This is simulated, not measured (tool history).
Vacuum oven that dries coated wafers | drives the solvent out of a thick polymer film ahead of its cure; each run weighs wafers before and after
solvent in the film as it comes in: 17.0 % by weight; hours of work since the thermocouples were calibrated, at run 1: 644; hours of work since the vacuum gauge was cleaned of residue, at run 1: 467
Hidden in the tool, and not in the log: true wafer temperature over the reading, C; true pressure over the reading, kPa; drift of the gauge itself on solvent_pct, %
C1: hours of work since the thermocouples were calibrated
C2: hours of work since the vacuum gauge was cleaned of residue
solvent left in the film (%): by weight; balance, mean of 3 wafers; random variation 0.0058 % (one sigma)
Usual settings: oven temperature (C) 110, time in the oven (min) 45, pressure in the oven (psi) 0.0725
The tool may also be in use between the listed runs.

run 1 day=0.000 | oven_temperature_(C)=110 time_in_the_oven_(min)=45 pressure_in_the_oven_(psi)=0.0725 | C1=644 C2=467 | solvent_left_in_the_film_(%)=0.921
run 2 day=0.400 | oven_temperature_(C)=110 time_in_the_oven_(min)=45 pressure_in_the_oven_(psi)=0.0725 | C1=648 C2=472 | solvent_left_in_the_film_(%)=0.924
run 3 day=1.171 | oven_temperature_(C)=110 time_in_the_oven_(min)=45 pressure_in_the_oven_(psi)=0.0725 | C1=658 C2=481 | solvent_left_in_the_film_(%)=0.929
run 4 day=1.862 | oven_temperature_(C)=110 time_in_the_oven_(min)=45 pressure_in_the_oven_(psi)=0.0725 | C1=666 C2=489 | solvent_left_in_the_film_(%)=0.921
run 5 day=2.479 | oven_temperature_(C)=110 time_in_the_oven_(min)=28 pressure_in_the_oven_(psi)=0.0725 | C1=674 C2=497 | solvent_left_in_the_film_(%)=2.324
run 6 day=3.204 | oven_temperature_(C)=110 time_in_the_oven_(min)=45 pressure_in_the_oven_(psi)=0.0725 | C1=683 C2=506 | solvent_left_in_the_film_(%)=0.920
run 7 day=4.083 | oven_temperature_(C)=110 time_in_the_oven_(min)=77 pressure_in_the_oven_(psi)=0.1971 | C1=693 C2=516 | solvent_left_in_the_film_(%)=0.767
run 8 day=4.829 | oven_temperature_(C)=99 time_in_the_oven_(min)=23 pressure_in_the_oven_(psi)=0.2590 | C1=702 C2=526 | solvent_left_in_the_film_(%)=6.296
run 9 day=5.729 | oven_temperature_(C)=97 time_in_the_oven_(min)=45 pressure_in_the_oven_(psi)=0.0725 | C1=713 C2=536 | solvent_left_in_the_film_(%)=2.974
run 10 day=6.254 | oven_temperature_(C)=102 time_in_the_oven_(min)=39 pressure_in_the_oven_(psi)=0.0631 | C1=720 C2=543 | solvent_left_in_the_film_(%)=2.501
run 11 day=7.167 | oven_temperature_(C)=110 time_in_the_oven_(min)=45 pressure_in_the_oven_(psi)=0.0804 | C1=731 C2=554 | solvent_left_in_the_film_(%)=0.972
run 12 day=7.888 | oven_temperature_(C)=110 time_in_the_oven_(min)=49 pressure_in_the_oven_(psi)=0.0764 | C1=740 C2=563 | solvent_left_in_the_film_(%)=0.795

Forecast each of these 3 alternatives for the next run:
run A day=8.525 | oven_temperature_(C)=122 time_in_the_oven_(min)=26 pressure_in_the_oven_(psi)=0.2537 | C1=747 C2=570 | solvent_left_in_the_film_(%)=?
run B day=8.525 | oven_temperature_(C)=110 time_in_the_oven_(min)=45 pressure_in_the_oven_(psi)=0.1691 | C1=747 C2=570 | solvent_left_in_the_film_(%)=?
run C day=8.525 | oven_temperature_(C)=101 time_in_the_oven_(min)=28 pressure_in_the_oven_(psi)=0.0764 | C1=747 C2=570 | solvent_left_in_the_film_(%)=?

run=A solvent_left_in_the_film_(%)=1.300
run=B solvent_left_in_the_film_(%)=1.243
run=C solvent_left_in_the_film_(%)=4.252
Without the tool's hidden state the same runs would have given:
run=A solvent_left_in_the_film_(%)=1.241
run=B solvent_left_in_the_film_(%)=1.173
run=C solvent_left_in_the_film_(%)=4.132

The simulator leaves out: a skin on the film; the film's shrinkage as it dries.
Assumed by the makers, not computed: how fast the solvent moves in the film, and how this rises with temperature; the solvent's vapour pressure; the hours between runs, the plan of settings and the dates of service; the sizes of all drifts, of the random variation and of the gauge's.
